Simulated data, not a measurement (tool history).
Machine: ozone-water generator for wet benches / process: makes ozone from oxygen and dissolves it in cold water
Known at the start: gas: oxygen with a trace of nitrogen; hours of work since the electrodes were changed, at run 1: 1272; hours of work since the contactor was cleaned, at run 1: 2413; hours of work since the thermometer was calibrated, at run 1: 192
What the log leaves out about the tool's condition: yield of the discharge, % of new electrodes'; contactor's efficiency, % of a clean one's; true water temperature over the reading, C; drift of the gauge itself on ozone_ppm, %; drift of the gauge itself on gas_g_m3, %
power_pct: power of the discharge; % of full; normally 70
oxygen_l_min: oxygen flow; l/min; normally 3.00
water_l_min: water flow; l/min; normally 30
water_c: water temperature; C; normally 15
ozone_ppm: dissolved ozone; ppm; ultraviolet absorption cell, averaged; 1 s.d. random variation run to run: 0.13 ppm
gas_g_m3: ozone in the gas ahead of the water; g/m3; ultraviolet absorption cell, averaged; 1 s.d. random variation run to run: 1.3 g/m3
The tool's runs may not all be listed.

run,hour,power_pct,oxygen_l_min,water_l_min,water_c,hours of work since the electrodes were changed,hours of work since the contactor was cleaned,hours of work since the thermometer was calibrated,ozone_ppm,gas_g_m3
1,0.0,70,3.00,30,15,1272,2413,192,11.7,224.7
2,92.4,70,3.00,30,17,1335,2477,255,11.4,224.2
3,170.1,50,3.00,30,15,1388,2530,308,10.0,189.2
4,300.4,50,3.00,30,15,1477,2619,397,9.9,188.9
5,447.7,42,3.00,30,15,1578,2719,497,9.0,170.2
6,580.2,70,3.00,30,15,1668,2810,588,11.5,218.4
7,733.8,70,3.00,30,15,1773,2914,693,11.2,217.9
8,796.7,70,3.00,30,15,1816,2957,735,11.2,218.0
9,899.1,70,3.00,30,15,1886,3027,805,10.9,217.2
10,1049.8,90,3.00,30,15,1989,3130,908,12.6,241.3
11,1174.5,50,3.00,30,15,2074,3215,993,9.5,183.3
12,1305.6,50,3.00,30,15,2163,3305,1083,9.3,181.0
13,1457.8,50,3.00,30,15,2267,3409,1187,9.3,180.4
# hour 1469.1: contactor cleaned
14,1560.8,50,3.00,30,15,2335,63,1254,9.2,180.8
15,1716.5,49,3.00,30,15,2441,169,1361,8.9,177.2
16,1796.8,49,3.00,30,15,2496,224,1415,9.1,175.3
17,1872.6,57,2.88,32,12,2548,275,1467,8.9,190.2
# hour 1885.2: contactor cleaned, once more
18,2028.0,74,2.15,20,14,2651,97,1571,15.7,238.7
19,2090.9,74,2.15,18,17,2694,140,1614,17.0,238.3
20,2155.5,54,3.00,30,8,2738,184,1658,10.3,183.9
21,2242.9,70,3.00,20,7,2798,244,1717,18.0,203.2
22,2342.0,62,3.00,46,19,2865,312,1785,5.8,194.7
23,2436.4,62,3.00,46,19,2930,376,1849,5.9,193.2
24,2538.2,77,3.00,46,8,2999,446,1919,6.8,211.3
25,2630.1,49,3.14,19,17,3062,509,1982,14.7,168.7
26,2764.4,42,4.79,19,17,3154,600,2073,15.4,134.7
27,2885.5,70,3.00,20,22,3237,683,2156,15.2,199.1
28,2977.5,70,3.00,30,14,3299,746,2219,10.7,198.0
29,3060.8,93,3.00,41,14,3356,803,2276,8.1,225.1
30,3202.7,88,1.63,33,10,3453,899,2373,7.7,271.8
31,3268.1,70,3.00,24,10,3498,944,2417,14.0,194.8
32,3410.4,42,3.00,24,7,3595,1041,2514,11.3,156.9

Each row is a separate what-if for the run after 32, all from the same tool condition, not one after another. Results?
A,3493.2,84,3.56,24,7,3651,1098,2571,?,?
B,3493.2,94,3.00,24,7,3651,1098,2571,?,?
C,3493.2,70,3.00,19,7,3651,1098,2571,?,?
D,3493.2,40,2.26,32,15,3651,1098,2571,?,?
E,3493.2,70,3.00,34,15,3651,1098,2571,?,?

run,ozone_ppm,gas_g_m3
A,16.2,197.6
B,15.9,219.3
C,18.0,194.4
D,6.7,170.6
E,8.9,194.2
Stripped of hidden state, with their random variation kept, the same runs would have yielded:
run,ozone_ppm,gas_g_m3
A,20.7,248.6
B,20.5,279.3
C,22.5,240.3
D,7.9,199.3
E,11.2,240.1
